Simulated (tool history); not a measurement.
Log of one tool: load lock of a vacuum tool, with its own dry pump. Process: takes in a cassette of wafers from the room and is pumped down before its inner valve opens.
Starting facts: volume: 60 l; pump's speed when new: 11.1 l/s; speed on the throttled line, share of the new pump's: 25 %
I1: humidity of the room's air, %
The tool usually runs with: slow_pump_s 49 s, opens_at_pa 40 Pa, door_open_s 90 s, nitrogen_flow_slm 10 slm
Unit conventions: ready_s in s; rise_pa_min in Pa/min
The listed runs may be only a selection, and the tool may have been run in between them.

Run 1, day 0: usual settings; I1 44.4. Result: ready_s 80.9 s, rise_pa_min 0.058 Pa/min.
Run 2, day 9.912: usual settings; I1 43.7. Result: ready_s 81.2 s, rise_pa_min 0.059 Pa/min.
Run 3, day 21.938: usual settings; I1 45.4. Result: ready_s 81.2 s, rise_pa_min 0.056 Pa/min.
Run 4, day 27.908: usual settings; I1 46.5. Result: ready_s 81.4 s, rise_pa_min 0.063 Pa/min.
Run 5, day 38.217: usual settings; I1 47.4. Result: ready_s 81.5 s, rise_pa_min 0.065 Pa/min.
Run 6, day 48.583: usual settings; I1 42.1. Result: ready_s 81.9 s, rise_pa_min 0.054 Pa/min.
Run 7, day 59.508: usual settings but slow_pump_s 45 s; I1 43.4. Result: ready_s 78.2 s, rise_pa_min 0.061 Pa/min.
Run 8, day 68.938: usual settings but slow_pump_s 45 s; I1 46.6. Result: ready_s 78.8 s, rise_pa_min 0.067 Pa/min.
Run 9, day 77.054: usual settings but slow_pump_s 45 s; I1 42. Result: ready_s 78.7 s, rise_pa_min 0.061 Pa/min.
Run 10, day 83.162: usual settings; I1 48.4. Result: ready_s 81.8 s, rise_pa_min 0.069 Pa/min.
Run 11, day 91.329: usual settings; I1 47.9. Result: ready_s 81.9 s, rise_pa_min 0.064 Pa/min.
Run 12, day 99.271: usual settings but nitrogen_flow_slm 30 slm; I1 44.1. Result: ready_s 82.3 s, rise_pa_min 0.047 Pa/min.
Run 13, day 111.471: usual settings but nitrogen_flow_slm 30 slm; I1 40.7. Result: ready_s 82.3 s, rise_pa_min 0.053 Pa/min.
Run 14, day 117.65: usual settings but nitrogen_flow_slm 30 slm; I1 45. Result: ready_s 82.3 s, rise_pa_min 0.06 Pa/min.
Run 15, day 130.462: usual settings but nitrogen_flow_slm 30 slm; I1 46.2. Result: ready_s 81.8 s, rise_pa_min 0.054 Pa/min.
Run 16, day 142.038: usual settings but nitrogen_flow_slm 30 slm; I1 44.4. Result: ready_s 82.4 s, rise_pa_min 0.05 Pa/min.
Run 17, day 150.175: usual settings but opens_at_pa 35 Pa; I1 42.4. Result: ready_s 83.1 s, rise_pa_min 0.078 Pa/min.
Run 18, day 159.029: usual settings; I1 43.9. Result: ready_s 82.5 s, rise_pa_min 0.075 Pa/min.
Run 19, day 166.554: usual settings but door_open_s 103 s, nitrogen_flow_slm 17 slm; I1 43.5. Result: ready_s 82.6 s, rise_pa_min 0.071 Pa/min.
Run 20, day 177.525: usual settings but nitrogen_flow_slm 17 slm; I1 48.5. Result: ready_s 82.7 s, rise_pa_min 0.074 Pa/min.
Run 21, day 188.2: usual settings but slow_pump_s 39 s; I1 45.7. Result: ready_s 75.5 s, rise_pa_min 0.079 Pa/min.
Run 22, day 199.838: usual settings but slow_pump_s 39 s; I1 48.6. Result: ready_s 75.5 s, rise_pa_min 0.086 Pa/min.
Run 23, day 207.762: usual settings but nitrogen_flow_slm 14 slm; I1 46.7. Result: ready_s 82.5 s, rise_pa_min 0.072 Pa/min.
Run 24, day 216.75: usual settings but nitrogen_flow_slm 14 slm; I1 45. Result: ready_s 83.4 s, rise_pa_min 0.078 Pa/min.
Run 25, day 222.858: usual settings but nitrogen_flow_slm 14 slm; I1 45.8. Result: ready_s 83.1 s, rise_pa_min 0.08 Pa/min.
Run 26, day 231.625: usual settings but nitrogen_flow_slm 21 slm; I1 47. Result: ready_s 83.2 s, rise_pa_min 0.075 Pa/min.
Run 27, day 238.925: usual settings but nitrogen_flow_slm 21 slm; I1 45.1. Result: ready_s 83.6 s, rise_pa_min 0.071 Pa/min.
Run 28, day 250.992: usual settings but opens_at_pa 75 Pa, door_open_s 84 s, nitrogen_flow_slm 25 slm; I1 46.2. Result: ready_s 79.7 s, rise_pa_min 0.075 Pa/min.
Run 29, day 257.458: usual settings but opens_at_pa 75 Pa, door_open_s 84 s, nitrogen_flow_slm 25 slm; I1 47.2. Result: ready_s 79.9 s, rise_pa_min 0.078 Pa/min.
Run 30, day 269.288: usual settings but opens_at_pa 31 Pa, door_open_s 193 s; I1 46.4. Result: ready_s 85.1 s, rise_pa_min 0.101 Pa/min.
Run 31, day 281.85: usual settings but slow_pump_s 66 s, opens_at_pa 41 Pa; I1 45.2. Result: ready_s 95.7 s, rise_pa_min 0.094 Pa/min.
Run 32, day 290.25: usual settings but slow_pump_s 39 s, opens_at_pa 71 Pa, door_open_s 105 s, nitrogen_flow_slm 25 slm; I1 46.3. Result: ready_s 72.8 s, rise_pa_min 0.078 Pa/min.
Run 33, day 299.5: usual settings but slow_pump_s 26 s, opens_at_pa 75 Pa, door_open_s 53 s, nitrogen_flow_slm 9 slm; I1 45.1. Result: ready_s 63.4 s, rise_pa_min 0.092 Pa/min.
Run 34, day 311.967: usual settings but slow_pump_s 26 s, opens_at_pa 75 Pa, door_open_s 53 s, nitrogen_flow_slm 9 slm; I1 47.1. Result: ready_s 63.5 s, rise_pa_min 0.093 Pa/min.
Run 35, day 318.562: usual settings but slow_pump_s 26 s, opens_at_pa 75 Pa, door_open_s 53 s, nitrogen_flow_slm 9 slm; I1 43.8. Result: ready_s 63.4 s, rise_pa_min 0.093 Pa/min.
Run 36, day 331.329: usual settings but slow_pump_s 53 s, opens_at_pa 75 Pa, door_open_s 30 s, nitrogen_flow_slm 9 slm; I1 42.9. Result: ready_s 83.1 s, rise_pa_min 0.091 Pa/min.

Here are 4 independent what-if runs from the current tool condition. What would each one return?
Run A, day 340.383: usual settings but door_open_s 64 s, nitrogen_flow_slm 7 slm; I1 46.1. Result: ready_s ?, rise_pa_min ?.
Run B, day 340.383: usual settings but slow_pump_s 37 s, opens_at_pa 64 Pa; I1 46.4. Result: ready_s ?, rise_pa_min ?.
Run C, day 340.383: usual settings but slow_pump_s 73 s, door_open_s 36 s; I1 42.9. Result: ready_s ?, rise_pa_min ?.
Run D, day 340.383: usual settings but slow_pump_s 53 s, opens_at_pa 41 Pa, door_open_s 30 s, nitrogen_flow_slm 40 slm; I1 40.3. Result: ready_s ?, rise_pa_min ?.

run  ready_s  rise_pa_min
  A     84.1        0.111
  B     72.4        0.106
  C    101.9        0.088
  D     86.9        0.075
With no hidden state in the tool, these same runs would have given:
run  ready_s  rise_pa_min
  A     79.2        0.041
  B     67.4        0.037
  C     97.9         0.02
  D     82.2        0.005
